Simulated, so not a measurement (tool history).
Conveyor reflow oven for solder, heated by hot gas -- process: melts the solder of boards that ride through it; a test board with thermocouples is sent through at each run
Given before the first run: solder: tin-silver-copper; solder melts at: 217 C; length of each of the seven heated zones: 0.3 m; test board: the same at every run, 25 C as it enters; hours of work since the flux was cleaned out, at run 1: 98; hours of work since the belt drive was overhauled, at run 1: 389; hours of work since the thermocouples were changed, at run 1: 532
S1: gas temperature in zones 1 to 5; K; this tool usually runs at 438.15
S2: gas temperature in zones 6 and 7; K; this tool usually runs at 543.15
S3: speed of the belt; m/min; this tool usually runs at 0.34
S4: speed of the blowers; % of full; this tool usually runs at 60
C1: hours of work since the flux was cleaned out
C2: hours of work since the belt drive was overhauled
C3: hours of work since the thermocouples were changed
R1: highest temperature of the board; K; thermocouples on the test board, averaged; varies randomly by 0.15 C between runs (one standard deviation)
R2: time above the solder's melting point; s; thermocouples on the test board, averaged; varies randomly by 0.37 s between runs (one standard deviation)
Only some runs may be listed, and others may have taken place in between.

{"run": 1, "hour": 0.0, "S1": 438.15, "S2": 543.15, "S3": 0.34, "S4": 60, "C1": 98, "C2": 389, "C3": 532, "R1": 530.05, "R2": 81.1}
{"run": 2, "hour": 11.3, "S1": 438.15, "S2": 543.15, "S3": 0.34, "S4": 60, "C1": 105, "C2": 396, "C3": 539, "R1": 530.05, "R2": 81.4}
{"run": 3, "hour": 23.3, "S1": 438.15, "S2": 543.15, "S3": 0.34, "S4": 58, "C1": 113, "C2": 404, "C3": 547, "R1": 529.45, "R2": 80.6}
{"run": 4, "hour": 34.3, "S1": 438.15, "S2": 543.15, "S3": 0.34, "S4": 60, "C1": 120, "C2": 411, "C3": 554, "R1": 529.75, "R2": 81}
{"run": 5, "hour": 42.6, "S1": 438.15, "S2": 543.15, "S3": 0.34, "S4": 60, "C1": 125, "C2": 416, "C3": 559, "R1": 530.15, "R2": 80.9}
{"run": 6, "hour": 53.8, "S1": 438.15, "S2": 543.15, "S3": 0.34, "S4": 60, "C1": 133, "C2": 424, "C3": 566, "R1": 529.85, "R2": 81.2}
{"run": 7, "hour": 66.0, "S1": 438.15, "S2": 543.15, "S3": 0.34, "S4": 60, "C1": 140, "C2": 431, "C3": 574, "R1": 529.85, "R2": 80.9}
{"run": 8, "hour": 74.5, "S1": 438.15, "S2": 543.15, "S3": 0.34, "S4": 60, "C1": 146, "C2": 437, "C3": 580, "R1": 530.05, "R2": 80.7}
{"run": 9, "hour": 82.3, "S1": 438.15, "S2": 543.15, "S3": 0.34, "S4": 60, "C1": 151, "C2": 442, "C3": 585, "R1": 530.25, "R2": 81}
{"run": 10, "hour": 97.2, "S1": 438.15, "S2": 543.15, "S3": 0.34, "S4": 60, "C1": 161, "C2": 452, "C3": 594, "R1": 529.95, "R2": 81.1}
{"run": 11, "hour": 105.9, "S1": 438.15, "S2": 543.15, "S3": 0.34, "S4": 60, "C1": 166, "C2": 457, "C3": 600, "R1": 529.85, "R2": 81.4}
{"run": 12, "hour": 120.2, "S1": 438.15, "S2": 543.15, "S3": 0.34, "S4": 60, "C1": 175, "C2": 466, "C3": 609, "R1": 530.25, "R2": 80.2}
{"run": 13, "hour": 130.7, "S1": 438.15, "S2": 542.15, "S3": 0.34, "S4": 60, "C1": 182, "C2": 473, "C3": 616, "R1": 529.05, "R2": 80.1}
{"run": 14, "hour": 141.3, "S1": 438.15, "S2": 542.15, "S3": 0.34, "S4": 60, "C1": 189, "C2": 480, "C3": 623, "R1": 529.15, "R2": 80.6}
{"run": 15, "hour": 147.7, "S1": 438.15, "S2": 542.15, "S3": 0.34, "S4": 60, "C1": 193, "C2": 484, "C3": 627, "R1": 529.15, "R2": 80.2}

Predict the results of run 16:
{"run": 16, "hour": 156.8, "S1": 438.15, "S2": 542.15, "S3": 0.34, "S4": 60, "C1": 199, "C2": 490, "C3": 633, "R1": "?", "R2": "?"}

Run 16 came out at R1 528.95 K, R2 80.4 s.
Without the tool's hidden state the same run would have given R1 528.95 K, R2 80.4 s.

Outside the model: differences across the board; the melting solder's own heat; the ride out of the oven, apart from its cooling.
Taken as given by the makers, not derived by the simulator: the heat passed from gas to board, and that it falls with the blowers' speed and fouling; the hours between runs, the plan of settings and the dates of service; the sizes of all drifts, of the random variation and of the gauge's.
